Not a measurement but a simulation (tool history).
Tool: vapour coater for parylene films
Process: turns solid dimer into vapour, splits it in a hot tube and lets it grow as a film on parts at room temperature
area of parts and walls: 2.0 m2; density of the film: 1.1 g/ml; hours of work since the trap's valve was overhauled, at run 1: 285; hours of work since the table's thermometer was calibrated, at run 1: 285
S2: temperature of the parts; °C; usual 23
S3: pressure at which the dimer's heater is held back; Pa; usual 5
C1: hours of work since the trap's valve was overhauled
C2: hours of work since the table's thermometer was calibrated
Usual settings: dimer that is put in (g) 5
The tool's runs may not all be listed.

Run 1, hour 0: usual settings; C1 285; C2 285. Result: thickness of the film (nm) 1640.
Run 2, hour 63.6: usual settings; C1 323; C2 323. Result: thickness of the film (nm) 1620.
At hour 98.3: trap's valve overhauled.
Run 3, hour 117.5: usual settings; C1 11; C2 352. Result: thickness of the film (nm) 1630.
Run 4, hour 196.1: usual settings; C1 58; C2 398. Result: thickness of the film (nm) 1670.
Run 5, hour 276.6: usual settings; C1 105; C2 446. Result: thickness of the film (nm) 1660.
Run 6, hour 358.1: usual settings; C1 153; C2 494. Result: thickness of the film (nm) 1630.
Run 7, hour 412: usual settings; C1 185; C2 525. Result: thickness of the film (nm) 1680.
Run 8, hour 467.8: usual settings; C1 218; C2 558. Result: thickness of the film (nm) 1660.
Run 9, hour 535: usual settings; C1 257; C2 598. Result: thickness of the film (nm) 1620.
Run 10, hour 579.7: usual settings; C1 283; C2 624. Result: thickness of the film (nm) 1650.
Run 11, hour 656.2: usual settings but S2 30 °C; C1 328; C2 669. Result: thickness of the film (nm) 1240.
At hour 677.1: trap's valve overhauled.
Run 12, hour 726.2: usual settings but dimer that is put in (g) 3, S2 30 °C, S3 6.2 Pa; C1 29; C2 708. Result: thickness of the film (nm) 740.
Run 13, hour 793.7: usual settings but S3 3.67 Pa; C1 69; C2 748. Result: thickness of the film (nm) 1760.
Run 14, hour 834.9: usual settings but S3 3.67 Pa; C1 93; C2 772. Result: thickness of the film (nm) 1800.
Run 15, hour 875.1: usual settings but S2 22 °C, S3 3.5 Pa; C1 117; C2 795. Result: thickness of the film (nm) 1810.
Run 16, hour 937.2: usual settings but S3 11.69 Pa; C1 153; C2 832. Result: thickness of the film (nm) 1380.
Run 17, hour 978.9: usual settings but dimer that is put in (g) 9, S2 21 °C; C1 178; C2 857. Result: thickness of the film (nm) 3240.
Run 18, hour 1041.2: usual settings but dimer that is put in (g) 9, S2 21 °C; C1 214; C2 893. Result: thickness of the film (nm) 3190.
At hour 1060.6: table's thermometer calibrated.
Run 19, hour 1092.7: usual settings but S3 3.02 Pa; C1 244; C2 19. Result: thickness of the film (nm) 1870.
Run 20, hour 1173.8: usual settings but dimer that is put in (g) 4, S2 31 °C, S3 2.24 Pa; C1 292; C2 67. Result: thickness of the film (nm) 1150.
At hour 1256.5: trap's valve overhauled.
Run 21, hour 1256.5: usual settings but dimer that is put in (g) 3, S2 18 °C; C1 0; C2 113. Result: thickness of the film (nm) 1200.

Forecast each of these 5 alternatives for the next run:
Run A, hour 1313.7: usual settings but dimer that is put in (g) 3, S2 18 °C, S3 5.52 Pa; C1 34; C2 147. Result: thickness of the film (nm) ?.
Run B, hour 1313.7: usual settings but S3 2.01 Pa; C1 34; C2 147. Result: thickness of the film (nm) ?.
Run C, hour 1313.7: usual settings but dimer that is put in (g) 6, S2 24 °C, S3 7.02 Pa; C1 34; C2 147. Result: thickness of the film (nm) ?.
Run D, hour 1313.7: usual settings but S2 28 °C; C1 34; C2 147. Result: thickness of the film (nm) ?.
Run E, hour 1313.7: usual settings but dimer that is put in (g) 6, S2 15 °C, S3 4.05 Pa; C1 34; C2 147. Result: thickness of the film (nm) ?.

run  thickness of the film (nm)
  A                        1120
  B                        1970
  C                        1770
  D                        1410
  E                        2650
Without the tool's hidden state the same runs would have given:
run  thickness of the film (nm)
  A                        1120
  B                        1970
  C                        1770
  D                        1410
  E                        2650
